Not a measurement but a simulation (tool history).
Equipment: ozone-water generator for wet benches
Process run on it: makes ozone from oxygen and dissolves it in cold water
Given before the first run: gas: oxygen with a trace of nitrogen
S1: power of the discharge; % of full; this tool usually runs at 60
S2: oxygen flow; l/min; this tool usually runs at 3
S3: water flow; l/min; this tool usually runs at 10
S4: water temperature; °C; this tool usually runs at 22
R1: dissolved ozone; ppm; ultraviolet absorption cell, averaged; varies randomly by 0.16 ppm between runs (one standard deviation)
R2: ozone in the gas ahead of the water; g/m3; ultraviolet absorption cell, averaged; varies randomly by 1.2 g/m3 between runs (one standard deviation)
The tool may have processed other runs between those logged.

{"run": 1, "hour": 0.0, "S1": 60, "S2": 3, "S3": 10, "S4": 22, "R1": 20.0, "R2": 209.5}
{"run": 2, "hour": 37.3, "S1": 60, "S2": 3, "S3": 10, "S4": 22, "R1": 19.6, "R2": 207.8}
{"run": 3, "hour": 69.6, "S1": 60, "S2": 3, "S3": 10, "S4": 22, "R1": 19.4, "R2": 210.5}
{"run": 4, "hour": 97.1, "S1": 60, "S2": 3, "S3": 10, "S4": 22, "R1": 19.6, "R2": 209.0}
{"run": 5, "hour": 135.0, "S1": 60, "S2": 3, "S3": 10, "S4": 22, "R1": 19.5, "R2": 206.3}
{"run": 6, "hour": 153.2, "S1": 60, "S2": 3, "S3": 10, "S4": 22, "R1": 19.2, "R2": 211.4}
{"run": 7, "hour": 181.4, "S1": 60, "S2": 3, "S3": 10, "S4": 22, "R1": 19.5, "R2": 209.0}
{"run": 8, "hour": 200.8, "S1": 51, "S2": 3, "S3": 10, "S4": 22, "R1": 17.9, "R2": 193.8}
{"run": 9, "hour": 242.8, "S1": 60, "S2": 3, "S3": 10, "S4": 22, "R1": 19.4, "R2": 208.1}

Predict the results of run 10:
{"run": 10, "hour": 271.8, "S1": 60, "S2": 3, "S3": 10, "S4": 22, "R1": "?", "R2": "?"}

{"run 10": {"R1": 19.3, "R2": 207.1}}
Take away the tool's hidden state, keep the run-to-run variation as it was, and the same run would have given R1 21.1 ppm, R2 213.0 g/m3.
